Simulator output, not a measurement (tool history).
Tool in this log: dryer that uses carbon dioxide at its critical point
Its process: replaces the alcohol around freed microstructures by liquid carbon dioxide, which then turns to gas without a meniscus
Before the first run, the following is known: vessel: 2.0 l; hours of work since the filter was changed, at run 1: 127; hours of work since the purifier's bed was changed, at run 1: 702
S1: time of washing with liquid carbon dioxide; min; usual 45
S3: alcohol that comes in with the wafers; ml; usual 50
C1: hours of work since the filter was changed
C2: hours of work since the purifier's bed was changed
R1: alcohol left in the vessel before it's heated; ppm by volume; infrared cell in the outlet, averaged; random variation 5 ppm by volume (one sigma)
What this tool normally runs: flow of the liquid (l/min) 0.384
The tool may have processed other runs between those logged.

{"run": 1, "day": 0.0, "S1": 45, "flow of the liquid (l/min)": 0.384, "S3": 50, "C1": 127, "C2": 702, "R1": 226}
{"run": 2, "day": 2.508, "S1": 45, "flow of the liquid (l/min)": 0.384, "S3": 50, "C1": 158, "C2": 733, "R1": 239}
{"run": 3, "day": 4.938, "S1": 45, "flow of the liquid (l/min)": 0.384, "S3": 50, "C1": 189, "C2": 763, "R1": 242}
{"run": 4, "day": 7.2, "S1": 45, "flow of the liquid (l/min)": 0.384, "S3": 50, "C1": 217, "C2": 791, "R1": 259}
{"run": 5, "day": 8.512, "S1": 32, "flow of the liquid (l/min)": 0.384, "S3": 50, "C1": 233, "C2": 807, "R1": 362}
{"run": 6, "day": 9.812, "S1": 32, "flow of the liquid (l/min)": 0.384, "S3": 50, "C1": 249, "C2": 824, "R1": 387}
{"run": 7, "day": 11.038, "S1": 45, "flow of the liquid (l/min)": 0.347, "S3": 50, "C1": 264, "C2": 839, "R1": 276}
{"run": 8, "day": 12.762, "S1": 45, "flow of the liquid (l/min)": 0.347, "S3": 50, "C1": 286, "C2": 860, "R1": 298}
{"day": 13.933, "done": "purifier's bed changed"}
{"run": 9, "day": 14.629, "S1": 45, "flow of the liquid (l/min)": 0.347, "S3": 50, "C1": 307, "C2": 9, "R1": 44}
{"run": 10, "day": 16.683, "S1": 45, "flow of the liquid (l/min)": 0.347, "S3": 50, "C1": 333, "C2": 34, "R1": 69}
{"day": 18.129, "done": "inlet filter changed"}
{"run": 11, "day": 19.196, "S1": 45, "flow of the liquid (l/min)": 0.362, "S3": 50, "C1": 13, "C2": 65, "R1": 36}
{"run": 12, "day": 21.179, "S1": 45, "flow of the liquid (l/min)": 0.362, "S3": 50, "C1": 38, "C2": 90, "R1": 46}
{"run": 13, "day": 22.542, "S1": 45, "flow of the liquid (l/min)": 0.362, "S3": 50, "C1": 55, "C2": 106, "R1": 42}
{"run": 14, "day": 24.321, "S1": 45, "flow of the liquid (l/min)": 0.362, "S3": 80, "C1": 77, "C2": 129, "R1": 65}
{"run": 15, "day": 25.608, "S1": 45, "flow of the liquid (l/min)": 0.362, "S3": 80, "C1": 93, "C2": 145, "R1": 65}
{"run": 16, "day": 27.946, "S1": 27, "flow of the liquid (l/min)": 0.384, "S3": 50, "C1": 122, "C2": 174, "R1": 299}
{"run": 17, "day": 30.108, "S1": 27, "flow of the liquid (l/min)": 0.384, "S3": 50, "C1": 149, "C2": 200, "R1": 306}
{"run": 18, "day": 31.988, "S1": 66, "flow of the liquid (l/min)": 0.384, "S3": 50, "C1": 172, "C2": 224, "R1": 77}
{"run": 19, "day": 33.442, "S1": 33, "flow of the liquid (l/min)": 0.384, "S3": 58, "C1": 190, "C2": 242, "R1": 192}
{"run": 20, "day": 35.683, "S1": 45, "flow of the liquid (l/min)": 0.409, "S3": 114, "C1": 218, "C2": 270, "R1": 105}
{"run": 21, "day": 38.004, "S1": 58, "flow of the liquid (l/min)": 0.384, "S3": 55, "C1": 247, "C2": 299, "R1": 84}
{"run": 22, "day": 39.15, "S1": 58, "flow of the liquid (l/min)": 0.384, "S3": 55, "C1": 261, "C2": 313, "R1": 97}
{"run": 23, "day": 41.033, "S1": 41, "flow of the liquid (l/min)": 0.562, "S3": 55, "C1": 285, "C2": 336, "R1": 95}
{"run": 24, "day": 42.554, "S1": 32, "flow of the liquid (l/min)": 0.562, "S3": 109, "C1": 303, "C2": 355, "R1": 131}
{"run": 25, "day": 43.725, "S1": 31, "flow of the liquid (l/min)": 0.327, "S3": 35, "C1": 318, "C2": 370, "R1": 396}
{"run": 26, "day": 44.908, "S1": 31, "flow of the liquid (l/min)": 0.413, "S3": 35, "C1": 333, "C2": 384, "R1": 218}
{"day": 46.442, "done": "inlet filter changed"}
{"run": 27, "day": 46.642, "S1": 31, "flow of the liquid (l/min)": 0.413, "S3": 35, "C1": 2, "C2": 405, "R1": 152}
{"run": 28, "day": 47.688, "S1": 40, "flow of the liquid (l/min)": 0.431, "S3": 34, "C1": 15, "C2": 418, "R1": 128}
{"run": 29, "day": 49.7, "S1": 40, "flow of the liquid (l/min)": 0.431, "S3": 34, "C1": 40, "C2": 443, "R1": 121}
{"run": 30, "day": 50.858, "S1": 64, "flow of the liquid (l/min)": 0.303, "S3": 34, "C1": 55, "C2": 458, "R1": 140}
{"run": 31, "day": 52.188, "S1": 48, "flow of the liquid (l/min)": 0.447, "S3": 53, "C1": 71, "C2": 474, "R1": 144}
{"run": 32, "day": 53.854, "S1": 39, "flow of the liquid (l/min)": 0.379, "S3": 53, "C1": 92, "C2": 495, "R1": 171}
{"run": 33, "day": 55.171, "S1": 45, "flow of the liquid (l/min)": 0.412, "S3": 50, "C1": 108, "C2": 511, "R1": 163}
{"run": 34, "day": 57.292, "S1": 66, "flow of the liquid (l/min)": 0.23, "S3": 75, "C1": 135, "C2": 538, "R1": 204}
{"run": 35, "day": 59.796, "S1": 46, "flow of the liquid (l/min)": 0.23, "S3": 75, "C1": 166, "C2": 569, "R1": 520}

Branching from run 35: 5 alternative next runs. What would each branch give?
{"run": "A", "day": 62.15, "S1": 36, "flow of the liquid (l/min)": 0.23, "S3": 75, "C1": 195, "C2": 598, "R1": "?"}
{"run": "B", "day": 62.15, "S1": 41, "flow of the liquid (l/min)": 0.384, "S3": 25, "C1": 195, "C2": 598, "R1": "?"}
{"run": "C", "day": 62.15, "S1": 37, "flow of the liquid (l/min)": 0.384, "S3": 50, "C1": 195, "C2": 598, "R1": "?"}
{"run": "D", "day": 62.15, "S1": 45, "flow of the liquid (l/min)": 0.279, "S3": 50, "C1": 195, "C2": 598, "R1": "?"}
{"run": "E", "day": 62.15, "S1": 57, "flow of the liquid (l/min)": 0.624, "S3": 106, "C1": 195, "C2": 598, "R1": "?"}

run=A R1=1177
run=B R1=189
run=C R1=233
run=D R1=286
run=E R1=168
Take away the tool's hidden state, keep each run's random variation, and the runs would have read:
run=A R1=706
run=B R1=15
run=C R1=38
run=D R1=68
run=E R1=2
